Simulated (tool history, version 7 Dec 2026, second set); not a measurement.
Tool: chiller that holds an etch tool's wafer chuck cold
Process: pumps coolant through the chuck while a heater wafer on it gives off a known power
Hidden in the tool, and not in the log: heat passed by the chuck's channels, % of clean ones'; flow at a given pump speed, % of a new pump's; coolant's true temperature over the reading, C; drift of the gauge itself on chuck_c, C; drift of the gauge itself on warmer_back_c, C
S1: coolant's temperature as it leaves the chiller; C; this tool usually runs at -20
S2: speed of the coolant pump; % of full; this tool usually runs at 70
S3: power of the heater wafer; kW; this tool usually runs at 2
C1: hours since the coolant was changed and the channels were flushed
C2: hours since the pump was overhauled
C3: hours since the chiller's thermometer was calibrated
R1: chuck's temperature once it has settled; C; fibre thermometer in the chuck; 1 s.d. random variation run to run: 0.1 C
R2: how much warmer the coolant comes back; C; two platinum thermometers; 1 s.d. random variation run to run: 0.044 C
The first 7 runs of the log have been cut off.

Run 8, hour 776.6: usual settings; C1 7386; C2 5520; C3 2060. Result: R1 2.2 C, R2 11.38 C.
Run 9, hour 871.4: usual settings; C1 7481; C2 5615; C3 2155. Result: R1 2.4 C, R2 11.43 C.
Run 10, hour 989.7: usual settings; C1 7600; C2 5733; C3 2273. Result: R1 2.4 C, R2 11.47 C.
At hour 1033.7: chiller's thermometer calibrated.
Run 11, hour 1084.6: usual settings but S1 -26 C; C1 7693; C2 5827; C3 51. Result: R1 -3.1 C, R2 11.48 C.
Run 12, hour 1195: usual settings but S1 -26 C; C1 7804; C2 5938; C3 161. Result: R1 -3 C, R2 11.5 C.
Run 13, hour 1299.5: usual settings but S1 -26 C; C1 7908; C2 6042; C3 266. Result: R1 -3 C, R2 11.51 C.
Run 14, hour 1374: usual settings but S1 -26 C; C1 7983; C2 6117; C3 340. Result: R1 -2.9 C, R2 11.51 C.
Run 15, hour 1496.6: usual settings but S1 -10 C; C1 8105; C2 6239; C3 463. Result: R1 13.1 C, R2 11.49 C.
Run 16, hour 1626.2: usual settings but S1 -23 C, S2 95 % of full, S3 1.208 kW; C1 8235; C2 6369; C3 593. Result: R1 -12.4 C, R2 4.88 C.
At hour 1638: coolant pump overhauled.
Run 17, hour 1710.4: usual settings but S1 -23 C, S2 89 % of full, S3 1.701 kW; C1 8314; C2 72; C3 672. Result: R1 -6.7 C, R2 7.67 C.
Run 18, hour 1782.5: usual settings but S2 73 % of full, S3 2.043 kW; C1 8386; C2 144; C3 744. Result: R1 3.2 C, R2 11.48 C.
Run 19, hour 1911.6: usual settings but S2 73 % of full, S3 2.043 kW; C1 8515; C2 274; C3 873. Result: R1 3.3 C, R2 11.49 C.
Run 20, hour 1982.4: usual settings but S2 73 % of full, S3 2.043 kW; C1 8586; C2 344; C3 944. Result: R1 3.5 C, R2 11.54 C.
At hour 2051.7: coolant pump overhauled, once more.
Run 21, hour 2123.6: usual settings but S1 -26 C, S2 87 % of full, S3 1.449 kW; C1 8722; C2 72; C3 1080. Result: R1 -12.8 C, R2 6.1 C.
Run 22, hour 2184.7: usual settings but S1 -22 C, S2 85 % of full, S3 1.449 kW; C1 8784; C2 133; C3 1141. Result: R1 -8.4 C, R2 6.22 C.
Run 23, hour 2296.5: usual settings but S1 -22 C, S2 85 % of full, S3 1.449 kW; C1 8895; C2 245; C3 1253. Result: R1 -8.5 C, R2 6.27 C.
Run 24, hour 2390.5: usual settings but S1 -22 C, S2 77 % of full, S3 1.449 kW; C1 8989; C2 339; C3 1347. Result: R1 -6.9 C, R2 6.96 C.
At hour 2432.4: coolant changed, channels flushed.
Run 25, hour 2516.2: usual settings but S1 -26 C, S2 60 % of full, S3 1.449 kW; C1 84; C2 459; C3 1467. Result: R1 -10.5 C, R2 9.36 C.
Run 26, hour 2622.6: usual settings but S1 -26 C, S2 60 % of full, S3 1.449 kW; C1 190; C2 565; C3 1573. Result: R1 -10.2 C, R2 9.38 C.
Run 27, hour 2699.7: usual settings but S1 -26 C, S2 60 % of full, S3 1.449 kW; C1 267; C2 642; C3 1650. Result: R1 -10.3 C, R2 9.33 C.
Run 28, hour 2805: usual settings but S1 -27 C, S2 72 % of full, S3 2.51 kW; C1 373; C2 747; C3 1755. Result: R1 -3.8 C, R2 13.19 C.
Run 29, hour 2922.4: usual settings but S1 -27 C, S2 72 % of full, S3 2.51 kW; C1 490; C2 865; C3 1873. Result: R1 -3.8 C, R2 13.18 C.
Run 30, hour 2994.3: usual settings but S1 -27 C, S2 72 % of full, S3 2.51 kW; C1 562; C2 937; C3 1945. Result: R1 -3.7 C, R2 13.21 C.

Here are 3 independent what-if runs from the current tool condition. What would each one return?
Run A, hour 3071.1: usual settings but S1 -14 C, S3 1.247 kW; C1 639; C2 1013; C3 2021. Result: R1 ?, R2 ?.
Run B, hour 3071.1: usual settings but S2 100 % of full, S3 2.372 kW; C1 639; C2 1013; C3 2021. Result: R1 ?, R2 ?.
Run C, hour 3071.1: usual settings but S1 -19 C, S2 91 % of full, S3 1.111 kW; C1 639; C2 1013; C3 2021. Result: R1 ?, R2 ?.

run     R1    R2
  A   -2.1  6.76
  B   -3.5  8.56
  C  -10.6  4.49
Take away the tool's hidden state, keep each run's random variation, and the runs would have read:
run     R1    R2
  A   -2.3  6.63
  B   -3.8   8.4
  C  -10.7  4.41
